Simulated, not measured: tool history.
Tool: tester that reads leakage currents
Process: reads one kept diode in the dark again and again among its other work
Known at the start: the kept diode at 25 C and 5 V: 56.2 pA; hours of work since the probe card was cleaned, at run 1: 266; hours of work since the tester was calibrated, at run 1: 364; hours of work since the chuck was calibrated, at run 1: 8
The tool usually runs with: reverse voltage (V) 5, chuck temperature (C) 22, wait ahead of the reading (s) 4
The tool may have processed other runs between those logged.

| run | hour | reverse voltage (V) | chuck temperature (C) | wait ahead of the reading (s) | hours of work since the probe card was cleaned | hours of work since the tester was calibrated | hours of work since the chuck was calibrated | current that the tester gives (pA) |
|---|---|---|---|---|---|---|---|---|
| 1 | 0 | 5 | 22 | 4 | 266 | 364 | 8 | 46.31 |
| 2 | 61.4 | 5 | 22 | 4 | 299 | 397 | 41 | 46.17 |
| 3 | 114.7 | 1.13 | 22 | 4 | 328 | 426 | 69 | 19.78 |
| 4 | 153.1 | 1.13 | 24 | 4 | 349 | 446 | 90 | 23.26 |
| 5 | 191.1 | 1.13 | 24 | 4 | 369 | 467 | 110 | 23.27 |
| 6 | 252 | 1.13 | 24 | 4 | 402 | 499 | 143 | 23.31 |
| 7 | 302.9 | 1.13 | 24 | 4 | 429 | 527 | 170 | 23.38 |
| 8 | 342.7 | 1.13 | 24 | 4 | 450 | 548 | 192 | 23.37 |
| 9 | 395.3 | 1.13 | 24 | 4 | 478 | 576 | 220 | 23.43 |
| 10 | 472.5 | 1.13 | 24 | 4 | 520 | 618 | 261 | 23.63 |
| 11 | 542.8 | 1.13 | 24 | 4 | 558 | 655 | 299 | 23.98 |
| 12 | 628.3 | 1.13 | 24 | 4 | 603 | 701 | 345 | 23.75 |
| 13 | 676.3 | 1.13 | 24 | 4 | 629 | 727 | 371 | 23.8 |
| 14 | 738.1 | 1.13 | 24 | 4 | 662 | 760 | 404 | 23.92 |
| 15 | 801.9 | 5 | 22 | 0.66 | 697 | 794 | 438 | 49.84 |
| 16 | 849.4 | 5 | 22 | 0.66 | 722 | 820 | 463 | 50.17 |
| 17 | 930.1 | 5 | 22 | 4 | 765 | 863 | 507 | 50.13 |
|  | 939.3 | probe card cleaned and baked |
| 18 | 1004.4 | 5 | 22 | 4 | 35 | 901 | 545 | 50.6 |
| 19 | 1060.7 | 5 | 22 | 4 | 65 | 931 | 575 | 51.08 |
| 20 | 1139 | 5 | 22 | 4 | 107 | 973 | 617 | 51.46 |
| 21 | 1226.2 | 9.7 | 27 | 0.45 | 154 | 1020 | 664 | 112.77 |
|  | 1274.1 | probe card cleaned and baked, once more |
| 22 | 1274.1 | 18.51 | 26 | 4 | 0 | 1044 | 688 | 133.17 |
| 23 | 1337.5 | 6.8 | 22 | 4 | 34 | 1078 | 722 | 55.01 |
| 24 | 1379.7 | 6.8 | 22 | 4 | 57 | 1101 | 745 | 55.17 |
| 25 | 1435 | 6.8 | 22 | 4 | 86 | 1131 | 774 | 55.62 |
| 26 | 1517.6 | 6.8 | 22 | 4 | 131 | 1175 | 819 | 55.99 |
| 27 | 1589.2 | 6.8 | 22 | 4 | 169 | 1213 | 857 | 56.66 |
| 28 | 1664.7 | 6.8 | 22 | 4 | 210 | 1254 | 897 | 57.5 |
| 29 | 1726.5 | 6.8 | 22 | 4 | 243 | 1287 | 931 | 57.19 |
| 30 | 1765.3 | 9.24 | 22 | 2.15 | 263 | 1308 | 951 | 68.47 |
| 31 | 1848.2 | 9.24 | 22 | 2.15 | 308 | 1352 | 996 | 69.55 |
| 32 | 1913.9 | 1.84 | 54 | 4 | 343 | 1387 | 1031 | 278.09 |
| 33 | 1964 | 5.13 | 29 | 2.16 | 370 | 1414 | 1058 | 84.6 |
| 34 | 2027.6 | 5 | 22 | 0.94 | 404 | 1448 | 1092 | 49.61 |
| 35 | 2066.4 | 13.44 | 30 | 0.94 | 425 | 1469 | 1113 | 161.89 |
| 36 | 2111.6 | 18.17 | 30 | 1.62 | 449 | 1493 | 1137 | 192.57 |
| 37 | 2182.1 | 18.17 | 30 | 1.62 | 487 | 1531 | 1175 | 193.35 |
| 38 | 2238.7 | 18.17 | 30 | 1.62 | 517 | 1562 | 1205 | 195.54 |
| 39 | 2294.2 | 18.17 | 30 | 1.62 | 547 | 1591 | 1235 | 194.41 |

Measured minus without-hidden-state, run by run (identical run-to-run variation in each term; gauge scatter may differ):
What the log doesn't record here: stray current of the dirty probe card, pA a volt; current scale over the true one, %; true chuck temperature over the reading, C; drift of the gauge itself on leakage_pa, %.
| run | current that the tester gives (pA) |
|---|---|
| 1 | +1.85 |
| 2 | +2.06 |
| 3 | +0.59 |
| 4 | +0.66 |
| 5 | +0.72 |
| 6 | +0.78 |
| 7 | +0.85 |
| 8 | +0.89 |
| 9 | +0.96 |
| 10 | +1.05 |
| 11 | +1.15 |
| 12 | +1.24 |
| 13 | +1.3 |
| 14 | +1.38 |
| 15 | +4.98 |
| 16 | +5.19 |
| 17 | +5.54 |
| 18 | +6.48 |
| 19 | +6.74 |
| 20 | +7.07 |
| 21 | +14.67 |
| 22 | +4.96 |
| 23 | +2.43 |
| 24 | +2.65 |
| 25 | +2.95 |
| 26 | +3.38 |
| 27 | +3.76 |
| 28 | +4.19 |
| 29 | +4.48 |
| 30 | +5.85 |
| 31 | +6.45 |
| 32 | +12.73 |
| 33 | +6.35 |
| 34 | +4.8 |
| 35 | +14.46 |
| 36 | +18.7 |
| 37 | +19.69 |
| 38 | +20.71 |
| 39 | +21.29 |
